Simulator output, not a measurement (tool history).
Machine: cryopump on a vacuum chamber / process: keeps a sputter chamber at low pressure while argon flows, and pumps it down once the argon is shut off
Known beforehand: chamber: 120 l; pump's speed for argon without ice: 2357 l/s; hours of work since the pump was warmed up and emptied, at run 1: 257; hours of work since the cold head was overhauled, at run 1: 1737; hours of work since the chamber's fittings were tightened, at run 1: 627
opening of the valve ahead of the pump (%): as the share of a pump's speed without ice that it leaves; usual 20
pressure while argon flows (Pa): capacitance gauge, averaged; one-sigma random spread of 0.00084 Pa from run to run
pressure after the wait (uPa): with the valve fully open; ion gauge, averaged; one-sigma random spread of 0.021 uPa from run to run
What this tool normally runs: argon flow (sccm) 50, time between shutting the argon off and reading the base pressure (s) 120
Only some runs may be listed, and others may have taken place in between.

run,day,argon flow (sccm),time between shutting the argon off and reading the base pressure (s),opening of the valve ahead of the pump (%),hours of work since the pump was warmed up and emptied,hours of work since the cold head was overhauled,hours of work since the chamber's fittings were tightened,pressure while argon flows (Pa),pressure after the wait (uPa)
1,0,50,120,20,257,1737,627,0.1842,0.67
2,4.467,50,120,20,320,1800,690,0.1836,0.68
3,7.738,77,120,20,366,1846,736,0.2869,0.72
4,11.042,77,120,20,412,1892,782,0.2837,0.72
# day 13.588: pump warmed up, emptied and cooled again
5,15.121,77,120,20,22,1947,836,0.2767,0.69
6,17.596,67,120,20,56,1981,871,0.2427,0.76
7,22.025,67,120,20,118,2044,933,0.2413,0.72
8,24.838,67,120,20,158,2083,973,0.2425,0.77
9,27.088,50,120,20,190,2115,1004,0.1841,0.77
10,29.329,50,33,20,221,2146,1036,0.1832,1.74
11,33.246,50,124,20,276,2201,1091,0.1841,0.73
12,36.438,31,124,20,321,2246,1136,0.1145,0.78
13,39.804,50,120,20,368,2293,1183,0.1842,0.78
14,44.238,50,120,20,430,2356,1245,0.1848,0.84
# day 45.312: pump warmed up, emptied and cooled again
15,46.904,50,120,20,22,2390,1280,0.1812,0.82
16,48.883,33,120,20,50,2418,1308,0.1196,0.79
17,51.762,33,120,20,91,2458,1348,0.119,0.84
18,54.442,72,39,40,128,2496,1386,0.1324,1.52
19,59.238,54,27,29,195,2563,1453,0.1372,2.16
20,62.733,57,120,20,245,2612,1502,0.2066,0.85
21,65.046,37,120,25,277,2645,1534,0.1097,0.84

The next listed run, before its measurement:
22,68.229,33,120,20,322,2689,1579,?,?

Run 22 produced pressure while argon flows (Pa) 0.1213, pressure after the wait (uPa) 0.88.
Had the tool carried no hidden state, the very same run would have given pressure while argon flows (Pa) 0.1182, pressure after the wait (uPa) 0.5.
